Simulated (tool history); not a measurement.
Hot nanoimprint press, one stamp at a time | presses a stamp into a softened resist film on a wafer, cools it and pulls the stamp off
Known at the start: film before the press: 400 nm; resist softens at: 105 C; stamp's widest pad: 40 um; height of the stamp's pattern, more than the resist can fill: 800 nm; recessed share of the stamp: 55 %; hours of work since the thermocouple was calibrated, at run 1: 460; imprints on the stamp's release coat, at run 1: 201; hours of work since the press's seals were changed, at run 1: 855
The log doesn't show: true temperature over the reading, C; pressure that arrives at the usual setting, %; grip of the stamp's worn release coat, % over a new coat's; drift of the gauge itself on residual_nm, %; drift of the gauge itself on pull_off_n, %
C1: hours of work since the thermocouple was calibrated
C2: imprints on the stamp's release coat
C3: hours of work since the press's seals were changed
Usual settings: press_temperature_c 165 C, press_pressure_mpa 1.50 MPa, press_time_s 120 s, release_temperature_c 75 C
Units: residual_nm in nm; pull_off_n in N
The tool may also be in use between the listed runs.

{"run": 1, "hour": 0.0, "press_temperature_c": 165, "press_pressure_mpa": 1.5, "press_time_s": 120, "release_temperature_c": 75, "C1": 460, "C2": 201, "C3": 855, "residual_nm": 199.1, "pull_off_n": 217}
{"run": 2, "hour": 49.0, "press_temperature_c": 165, "press_pressure_mpa": 1.5, "press_time_s": 228, "release_temperature_c": 75, "C1": 499, "C2": 432, "C3": 893, "residual_nm": 157.9, "pull_off_n": 228}
{"run": 3, "hour": 77.9, "press_temperature_c": 165, "press_pressure_mpa": 1.5, "press_time_s": 228, "release_temperature_c": 75, "C1": 521, "C2": 568, "C3": 916, "residual_nm": 156.6, "pull_off_n": 228}
{"hour": 112.3, "done": "plate thermocouple calibrated"}
{"run": 4, "hour": 149.6, "press_temperature_c": 165, "press_pressure_mpa": 1.5, "press_time_s": 228, "release_temperature_c": 75, "C1": 29, "C2": 892, "C3": 969, "residual_nm": 165.9, "pull_off_n": 242}
{"run": 5, "hour": 207.1, "press_temperature_c": 165, "press_pressure_mpa": 1.04, "press_time_s": 120, "release_temperature_c": 75, "C1": 74, "C2": 1163, "C3": 1014, "residual_nm": 239.9, "pull_off_n": 246}
{"run": 6, "hour": 244.4, "press_temperature_c": 165, "press_pressure_mpa": 1.16, "press_time_s": 120, "release_temperature_c": 75, "C1": 103, "C2": 1338, "C3": 1044, "residual_nm": 232.9, "pull_off_n": 250}
{"run": 7, "hour": 284.0, "press_temperature_c": 165, "press_pressure_mpa": 1.16, "press_time_s": 120, "release_temperature_c": 75, "C1": 134, "C2": 1525, "C3": 1075, "residual_nm": 234.5, "pull_off_n": 250}
{"run": 8, "hour": 325.3, "press_temperature_c": 165, "press_pressure_mpa": 1.5, "press_time_s": 120, "release_temperature_c": 75, "C1": 167, "C2": 1719, "C3": 1107, "residual_nm": 213.8, "pull_off_n": 263}
{"hour": 341.3, "done": "stamp cleaned and given a new release coat"}
{"run": 9, "hour": 363.2, "press_temperature_c": 165, "press_pressure_mpa": 1.5, "press_time_s": 120, "release_temperature_c": 75, "C1": 192, "C2": 104, "C3": 1132, "residual_nm": 215.2, "pull_off_n": 225}
{"run": 10, "hour": 404.8, "press_temperature_c": 165, "press_pressure_mpa": 1.5, "press_time_s": 120, "release_temperature_c": 75, "C1": 224, "C2": 300, "C3": 1164, "residual_nm": 216.6, "pull_off_n": 229}
{"hour": 436.3, "done": "plate thermocouple calibrated, once more"}
{"run": 11, "hour": 470.7, "press_temperature_c": 165, "press_pressure_mpa": 1.75, "press_time_s": 120, "release_temperature_c": 75, "C1": 27, "C2": 596, "C3": 1214, "residual_nm": 174.9, "pull_off_n": 222}
{"run": 12, "hour": 503.1, "press_temperature_c": 165, "press_pressure_mpa": 1.5, "press_time_s": 150, "release_temperature_c": 75, "C1": 52, "C2": 749, "C3": 1239, "residual_nm": 169.7, "pull_off_n": 226}
{"run": 13, "hour": 540.9, "press_temperature_c": 165, "press_pressure_mpa": 1.5, "press_time_s": 150, "release_temperature_c": 75, "C1": 82, "C2": 926, "C3": 1269, "residual_nm": 170.8, "pull_off_n": 229}
{"run": 14, "hour": 588.2, "press_temperature_c": 165, "press_pressure_mpa": 1.5, "press_time_s": 150, "release_temperature_c": 75, "C1": 119, "C2": 1149, "C3": 1306, "residual_nm": 171.7, "pull_off_n": 234}
{"hour": 615.8, "done": "press's hydraulic seals changed and the load cell set to zero"}
{"run": 15, "hour": 629.9, "press_temperature_c": 165, "press_pressure_mpa": 1.5, "press_time_s": 120, "release_temperature_c": 75, "C1": 145, "C2": 1308, "C3": 11, "residual_nm": 181.7, "pull_off_n": 236}
{"run": 16, "hour": 672.5, "press_temperature_c": 167, "press_pressure_mpa": 1.16, "press_time_s": 126, "release_temperature_c": 75, "C1": 179, "C2": 1509, "C3": 44, "residual_nm": 185.8, "pull_off_n": 246}
{"run": 17, "hour": 701.9, "press_temperature_c": 159, "press_pressure_mpa": 1.71, "press_time_s": 192, "release_temperature_c": 64, "C1": 202, "C2": 1647, "C3": 67, "residual_nm": 194.3, "pull_off_n": 272}
{"hour": 730.8, "done": "stamp cleaned and given a new release coat"}
{"run": 18, "hour": 768.1, "press_temperature_c": 159, "press_pressure_mpa": 1.71, "press_time_s": 192, "release_temperature_c": 80, "C1": 249, "C2": 176, "C3": 115, "residual_nm": 196.7, "pull_off_n": 207}
{"run": 19, "hour": 834.4, "press_temperature_c": 167, "press_pressure_mpa": 1.47, "press_time_s": 66, "release_temperature_c": 75, "C1": 301, "C2": 488, "C3": 166, "residual_nm": 216.9, "pull_off_n": 227}
{"run": 20, "hour": 867.0, "press_temperature_c": 167, "press_pressure_mpa": 1.47, "press_time_s": 66, "release_temperature_c": 75, "C1": 326, "C2": 642, "C3": 192, "residual_nm": 219.4, "pull_off_n": 231}
{"run": 21, "hour": 919.1, "press_temperature_c": 162, "press_pressure_mpa": 1.42, "press_time_s": 66, "release_temperature_c": 75, "C1": 367, "C2": 887, "C3": 233, "residual_nm": 269.2, "pull_off_n": 231}
{"run": 22, "hour": 949.6, "press_temperature_c": 165, "press_pressure_mpa": 1.21, "press_time_s": 170, "release_temperature_c": 80, "C1": 391, "C2": 1031, "C3": 257, "residual_nm": 188.1, "pull_off_n": 227}
{"run": 23, "hour": 999.9, "press_temperature_c": 165, "press_pressure_mpa": 1.21, "press_time_s": 170, "release_temperature_c": 80, "C1": 430, "C2": 1268, "C3": 296, "residual_nm": 187.9, "pull_off_n": 232}
{"run": 24, "hour": 1068.5, "press_temperature_c": 169, "press_pressure_mpa": 1.82, "press_time_s": 97, "release_temperature_c": 68, "C1": 484, "C2": 1591, "C3": 350, "residual_nm": 163.4, "pull_off_n": 265}
{"hour": 1110.4, "done": "stamp cleaned and given a new release coat"}
{"run": 25, "hour": 1131.6, "press_temperature_c": 169, "press_pressure_mpa": 1.82, "press_time_s": 97, "release_temperature_c": 68, "C1": 529, "C2": 100, "C3": 394, "residual_nm": 165.2, "pull_off_n": 226}
{"hour": 1158.5, "done": "plate thermocouple calibrated"}
{"run": 26, "hour": 1170.6, "press_temperature_c": 165, "press_pressure_mpa": 1.5, "press_time_s": 90, "release_temperature_c": 75, "C1": 9, "C2": 269, "C3": 423, "residual_nm": 198.9, "pull_off_n": 220}
{"run": 27, "hour": 1233.0, "press_temperature_c": 173, "press_pressure_mpa": 1.5, "press_time_s": 125, "release_temperature_c": 75, "C1": 58, "C2": 563, "C3": 472, "residual_nm": 124.8, "pull_off_n": 226}
{"run": 28, "hour": 1293.4, "press_temperature_c": 173, "press_pressure_mpa": 1.5, "press_time_s": 125, "release_temperature_c": 75, "C1": 106, "C2": 848, "C3": 519, "residual_nm": 126.2, "pull_off_n": 230}
{"run": 29, "hour": 1351.9, "press_temperature_c": 165, "press_pressure_mpa": 1.09, "press_time_s": 117, "release_temperature_c": 75, "C1": 151, "C2": 1123, "C3": 565, "residual_nm": 213.4, "pull_off_n": 237}

5 ways to go on from here, each from the tool as it stands after run 29. What would each give?
{"run": "A", "hour": 1417.8, "press_temperature_c": 167, "press_pressure_mpa": 1.09, "press_time_s": 117, "release_temperature_c": 80, "C1": 203, "C2": 1434, "C3": 616, "residual_nm": "?", "pull_off_n": "?"}
{"run": "B", "hour": 1417.8, "press_temperature_c": 165, "press_pressure_mpa": 1.09, "press_time_s": 117, "release_temperature_c": 81, "C1": 203, "C2": 1434, "C3": 616, "residual_nm": "?", "pull_off_n": "?"}
{"run": "C", "hour": 1417.8, "press_temperature_c": 165, "press_pressure_mpa": 1.09, "press_time_s": 117, "release_temperature_c": 73, "C1": 203, "C2": 1434, "C3": 616, "residual_nm": "?", "pull_off_n": "?"}
{"run": "D", "hour": 1417.8, "press_temperature_c": 168, "press_pressure_mpa": 1.5, "press_time_s": 120, "release_temperature_c": 75, "C1": 203, "C2": 1434, "C3": 616, "residual_nm": "?", "pull_off_n": "?"}
{"run": "E", "hour": 1417.8, "press_temperature_c": 170, "press_pressure_mpa": 1.09, "press_time_s": 117, "release_temperature_c": 75, "C1": 203, "C2": 1434, "C3": 616, "residual_nm": "?", "pull_off_n": "?"}

run=A residual_nm=196.4 pull_off_n=237
run=B residual_nm=214.9 pull_off_n=229
run=C residual_nm=214.1 pull_off_n=242
run=D residual_nm=163.8 pull_off_n=246
run=E residual_nm=172.9 pull_off_n=246
Without the tool's hidden state the same runs would have given:
run=A residual_nm=190.3 pull_off_n=207
run=B residual_nm=208.4 pull_off_n=200
run=C residual_nm=207.7 pull_off_n=212
run=D residual_nm=157.5 pull_off_n=215
run=E residual_nm=167.4 pull_off_n=215

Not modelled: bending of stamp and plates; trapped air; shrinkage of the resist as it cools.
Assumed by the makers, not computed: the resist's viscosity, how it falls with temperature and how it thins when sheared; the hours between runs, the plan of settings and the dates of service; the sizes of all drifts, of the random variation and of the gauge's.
